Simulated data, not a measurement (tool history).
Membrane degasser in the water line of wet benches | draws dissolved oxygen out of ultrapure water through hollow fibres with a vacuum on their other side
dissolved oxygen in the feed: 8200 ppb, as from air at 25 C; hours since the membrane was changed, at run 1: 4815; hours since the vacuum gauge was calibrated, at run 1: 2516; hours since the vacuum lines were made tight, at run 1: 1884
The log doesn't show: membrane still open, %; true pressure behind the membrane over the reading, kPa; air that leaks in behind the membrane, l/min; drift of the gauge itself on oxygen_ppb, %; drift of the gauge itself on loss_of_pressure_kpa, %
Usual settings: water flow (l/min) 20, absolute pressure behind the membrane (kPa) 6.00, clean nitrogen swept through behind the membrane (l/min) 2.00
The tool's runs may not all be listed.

run,day,water flow (l/min),absolute pressure behind the membrane (kPa),clean nitrogen swept through behind the membrane (l/min),hours since the membrane was changed,hours since the vacuum gauge was calibrated,hours since the vacuum lines were made tight,dissolved oxygen in the water behind the degasser (ppb),pressure that the water loses in the fibres (kPa)
1,0.000,20,6.00,2.00,4815,2516,1884,321.4,29.71
2,3.858,20,6.00,2.00,4907,2609,1977,321.9,29.75
3,6.421,25,6.00,2.00,4969,2671,2038,433.2,36.95
4,10.017,25,6.00,2.00,5055,2757,2124,429.7,36.84
# day 10.533: vacuum gauge calibrated
5,15.475,20,6.00,2.00,5186,119,2255,322.3,29.63
6,19.150,20,6.00,3.43,5274,207,2343,302.8,29.30
7,23.342,19,10.27,3.43,5374,307,2444,329.9,27.91
8,28.138,15,9.54,1.48,5490,423,2559,314.9,22.31
# day 29.158: vacuum gauge calibrated, once more
9,33.288,20,7.75,1.48,5613,99,2682,387.0,29.67
10,38.250,28,9.50,1.06,5732,218,2801,720.6,41.27

Some steps in dissolved oxygen in the water behind the degasser (ppb) between neighbouring runs. How much of each would the tool show without its hidden state too (settings, what came in, random variation), and how much is left for the hidden state, with any gauge scatter that isn't in both results?
Run 9 -> 10: water flow (l/min) 20 -> 28, absolute pressure behind the membrane (kPa) 7.75 -> 9.50, clean nitrogen swept through behind the membrane (l/min) 1.48 -> 1.06. dissolved oxygen in the water behind the degasser (ppb) +333.6: hidden state +15.7, all else +317.9.

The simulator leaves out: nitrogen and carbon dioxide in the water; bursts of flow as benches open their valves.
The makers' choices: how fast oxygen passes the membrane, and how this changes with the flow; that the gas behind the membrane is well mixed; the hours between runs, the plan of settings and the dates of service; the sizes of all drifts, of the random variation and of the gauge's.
